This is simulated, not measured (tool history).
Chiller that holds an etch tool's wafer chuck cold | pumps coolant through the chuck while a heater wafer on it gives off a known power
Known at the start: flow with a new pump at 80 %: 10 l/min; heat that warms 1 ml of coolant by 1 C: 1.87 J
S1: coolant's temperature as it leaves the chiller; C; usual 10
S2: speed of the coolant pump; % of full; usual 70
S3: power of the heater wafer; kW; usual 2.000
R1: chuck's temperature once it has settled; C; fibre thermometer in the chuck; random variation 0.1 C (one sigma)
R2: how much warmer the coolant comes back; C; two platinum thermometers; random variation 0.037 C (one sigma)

Run 1, hour 0.0: usual settings. Result: R1 24.5 C, R2 7.32 C.
Run 2, hour 76.4: usual settings. Result: R1 24.4 C, R2 7.30 C.
Run 3, hour 171.1: usual settings. Result: R1 24.4 C, R2 7.22 C.
Run 4, hour 258.8: usual settings but S2 62 % of full. Result: R1 26.1 C, R2 8.16 C.
Run 5, hour 324.0: usual settings but S2 62 % of full. Result: R1 26.1 C, R2 8.20 C.
Run 6, hour 418.1: usual settings but S2 62 % of full. Result: R1 26.1 C, R2 8.19 C.
Run 7, hour 547.3: usual settings. Result: R1 24.5 C, R2 7.23 C.
Run 8, hour 636.0: usual settings but S1 16 C. Result: R1 30.6 C, R2 7.09 C.
Run 9, hour 765.8: usual settings but S1 16 C. Result: R1 30.4 C, R2 7.11 C.
Run 10, hour 895.1: usual settings but S1 16 C. Result: R1 30.6 C, R2 7.15 C.
Run 11, hour 1017.4: usual settings. Result: R1 24.6 C, R2 7.04 C.
Run 12, hour 1091.1: usual settings. Result: R1 24.5 C, R2 7.02 C.
Run 13, hour 1208.1: usual settings but S1 13 C. Result: R1 27.4 C, R2 7.03 C.
Run 14, hour 1332.3: usual settings but S1 13 C. Result: R1 27.4 C, R2 6.94 C.
Run 15, hour 1423.7: usual settings but S1 13 C. Result: R1 27.4 C, R2 6.94 C.
Run 16, hour 1499.9: usual settings but S2 65 % of full. Result: R1 25.6 C, R2 7.49 C.
Run 17, hour 1559.1: usual settings but S1 8 C, S2 63 % of full, S3 1.061 kW. Result: R1 16.3 C, R2 3.90 C.
At hour 1628.5: gauge calibrated.
Run 18, hour 1685.6: usual settings but S1 3 C, S2 89 % of full, S3 2.442 kW. Result: R1 17.7 C, R2 7.05 C.
Run 19, hour 1743.8: usual settings but S1 3 C, S2 89 % of full, S3 2.442 kW. Result: R1 17.8 C, R2 7.02 C.
Run 20, hour 1847.4: usual settings but S1 2 C, S3 1.490 kW. Result: R1 12.6 C, R2 5.42 C.
Run 21, hour 1981.6: usual settings but S1 3 C, S3 2.492 kW. Result: R1 21.0 C, R2 9.08 C.
Run 22, hour 2047.9: usual settings but S1 3 C, S3 2.492 kW. Result: R1 21.1 C, R2 9.04 C.
Run 23, hour 2158.5: usual settings but S1 3 C, S2 79 % of full, S3 2.130 kW. Result: R1 17.2 C, R2 6.71 C.
Run 24, hour 2232.2: usual settings but S1 7 C, S3 1.631 kW. Result: R1 18.8 C, R2 5.81 C.
Run 25, hour 2328.7: usual settings but S1 7 C, S3 1.631 kW. Result: R1 19.0 C, R2 5.76 C.
Run 26, hour 2462.8: usual settings but S1 8 C, S2 76 % of full, S3 1.891 kW. Result: R1 20.8 C, R2 6.16 C.
Run 27, hour 2601.8: usual settings but S1 8 C, S2 76 % of full, S3 2.552 kW. Result: R1 25.3 C, R2 8.42 C.
Run 28, hour 2721.1: usual settings but S1 7 C, S2 85 % of full, S3 1.073 kW. Result: R1 13.6 C, R2 2.98 C.
At hour 2819.1: coolant changed, channels flushed.
Run 29, hour 2827.4: usual settings but S1 7 C, S2 85 % of full, S3 1.073 kW. Result: R1 13.8 C, R2 2.94 C.
Run 30, hour 2952.4: usual settings but S1 1 C, S3 1.544 kW. Result: R1 12.1 C, R2 5.26 C.
Run 31, hour 3082.6: usual settings but S1 5 C, S3 1.945 kW. Result: R1 19.0 C, R2 6.76 C.

3 ways to go on from here, each from the tool as it stands after run 31. What would each give?
Run A, hour 3183.8: usual settings but S1 20 C, S2 80 % of full, S3 2.602 kW. Result: R1 ?, R2 ?.
Run B, hour 3183.8: usual settings but S1 0 C, S2 98 % of full, S3 2.312 kW. Result: R1 ?, R2 ?.
Run C, hour 3183.8: usual settings but S1 5 C, S2 83 % of full, S3 1.568 kW. Result: R1 ?, R2 ?.

run    R1    R2
  A  36.9  7.95
  B  13.0  5.69
  C  15.0  4.44
Without the tool's hidden state the same runs would have given:
run    R1    R2
  A  36.9  8.36
  B  13.0  6.11
  C  15.0  4.86

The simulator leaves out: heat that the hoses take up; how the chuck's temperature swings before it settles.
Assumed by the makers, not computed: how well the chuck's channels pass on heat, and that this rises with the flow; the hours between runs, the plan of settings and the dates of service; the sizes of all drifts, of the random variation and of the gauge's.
